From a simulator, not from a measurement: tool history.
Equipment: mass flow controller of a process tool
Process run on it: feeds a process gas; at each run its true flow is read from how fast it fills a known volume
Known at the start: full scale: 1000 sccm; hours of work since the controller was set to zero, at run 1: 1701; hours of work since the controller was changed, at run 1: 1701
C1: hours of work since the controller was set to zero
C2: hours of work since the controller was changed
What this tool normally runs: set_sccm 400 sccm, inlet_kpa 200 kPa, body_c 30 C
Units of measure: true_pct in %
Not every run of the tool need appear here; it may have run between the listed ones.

run 1 hour=0.0 | set_sccm=400 inlet_kpa=200 body_c=30 | C1=1701 C2=1701 | true_pct=98.41
run 2 hour=204.3 | set_sccm=778 inlet_kpa=200 body_c=30 | C1=1802 C2=1802 | true_pct=99.53
run 3 hour=501.2 | set_sccm=778 inlet_kpa=200 body_c=30 | C1=1949 C2=1949 | true_pct=99.63
run 4 hour=712.9 | set_sccm=778 inlet_kpa=200 body_c=30 | C1=2054 C2=2054 | true_pct=99.51
run 5 hour=917.5 | set_sccm=778 inlet_kpa=200 body_c=30 | C1=2155 C2=2155 | true_pct=99.52
run 6 hour=1152.3 | set_sccm=778 inlet_kpa=200 body_c=30 | C1=2271 C2=2271 | true_pct=99.55
run 7 hour=1491.7 | set_sccm=778 inlet_kpa=200 body_c=30 | C1=2439 C2=2439 | true_pct=99.44
run 8 hour=1712.4 | set_sccm=778 inlet_kpa=200 body_c=30 | C1=2548 C2=2548 | true_pct=99.43
run 9 hour=1998.7 | set_sccm=400 inlet_kpa=200 body_c=30 | C1=2690 C2=2690 | true_pct=98.35
run 10 hour=2147.0 | set_sccm=838 inlet_kpa=200 body_c=32 | C1=2764 C2=2764 | true_pct=99.61
run 11 hour=2443.3 | set_sccm=838 inlet_kpa=200 body_c=32 | C1=2910 C2=2910 | true_pct=99.70
run 12 hour=2624.2 | set_sccm=838 inlet_kpa=200 body_c=32 | C1=3000 C2=3000 | true_pct=99.61
run 13 hour=2973.1 | set_sccm=400 inlet_kpa=143 body_c=34 | C1=3172 C2=3172 | true_pct=98.12
run 14 hour=3207.4 | set_sccm=400 inlet_kpa=205 body_c=34 | C1=3288 C2=3288 | true_pct=98.40
run 15 hour=3442.5 | set_sccm=393 inlet_kpa=200 body_c=21 | C1=3405 C2=3405 | true_pct=98.01
run 16 hour=3697.7 | set_sccm=393 inlet_kpa=200 body_c=21 | C1=3531 C2=3531 | true_pct=97.92
run 17 hour=3884.0 | set_sccm=393 inlet_kpa=200 body_c=21 | C1=3623 C2=3623 | true_pct=97.90

Below are 4 alternative next runs, each starting from the tool's condition after run 17. Predict each:
run A hour=4030.2 | set_sccm=664 inlet_kpa=152 body_c=30 | C1=3695 C2=3695 | true_pct=?
run B hour=4030.2 | set_sccm=482 inlet_kpa=200 body_c=38 | C1=3695 C2=3695 | true_pct=?
run C hour=4030.2 | set_sccm=161 inlet_kpa=224 body_c=32 | C1=3695 C2=3695 | true_pct=?
run D hour=4030.2 | set_sccm=130 inlet_kpa=181 body_c=22 | C1=3695 C2=3695 | true_pct=?

run=A true_pct=98.72
run=B true_pct=98.57
run=C true_pct=97.81
run=D true_pct=97.00
Stripped of hidden state, with their random variation kept, the same runs would have yielded:
run=A true_pct=99.04
run=B true_pct=98.89
run=C true_pct=98.13
run=D true_pct=97.33

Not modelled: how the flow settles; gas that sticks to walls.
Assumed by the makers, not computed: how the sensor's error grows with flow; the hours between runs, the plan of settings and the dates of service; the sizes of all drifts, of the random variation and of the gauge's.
